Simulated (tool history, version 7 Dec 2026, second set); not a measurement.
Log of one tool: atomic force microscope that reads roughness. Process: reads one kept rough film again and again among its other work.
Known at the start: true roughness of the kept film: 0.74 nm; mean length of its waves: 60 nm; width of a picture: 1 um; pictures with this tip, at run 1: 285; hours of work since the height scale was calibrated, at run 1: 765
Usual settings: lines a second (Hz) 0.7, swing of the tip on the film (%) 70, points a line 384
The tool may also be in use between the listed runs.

run	hour	lines a second (Hz)	swing of the tip on the film (%)	points a line	pictures with this tip	hours of work since the height scale was calibrated	roughness of the kept film (nm (root mean square))
1	0	0.7	70	384	285	765	0.691
2	20.9	2.433	70	384	310	779	0.627
3	47.6	2.433	70	384	340	799	0.629
4	63.9	2.433	70	384	359	810	0.627
# hour 67.2: height scale calibrated on a step standard
# hour 85.6: new tip fitted
5	87.6	0.7	70	285	3	14	0.696
6	112.7	0.7	56	299	31	32	0.71
7	128	0.7	56	299	49	43	0.713
8	147	0.7	58	318	71	57	0.71
9	166.5	1.361	58	498	93	71	0.698
10	195.5	0.691	73	733	127	92	0.687

Forecast each of these 4 alternatives for the next run:
# hour 215.1: height scale calibrated on a step standard, once more
A	221.9	0.646	82	384	156	5	?
# hour 215.1: height scale calibrated on a step standard, once more
B	221.9	1.778	73	836	156	5	?
# hour 215.1: height scale calibrated on a step standard, once more
C	221.9	0.7	70	824	156	5	?
# hour 215.1: height scale calibrated on a step standard, once more
D	221.9	0.804	70	384	156	5	?

run	roughness of the kept film (nm (root mean square))
A	0.679
B	0.647
C	0.702
D	0.694
Without the tool's hidden state the same runs would have given:
run	roughness of the kept film (nm (root mean square))
A	0.682
B	0.65
C	0.705
D	0.697

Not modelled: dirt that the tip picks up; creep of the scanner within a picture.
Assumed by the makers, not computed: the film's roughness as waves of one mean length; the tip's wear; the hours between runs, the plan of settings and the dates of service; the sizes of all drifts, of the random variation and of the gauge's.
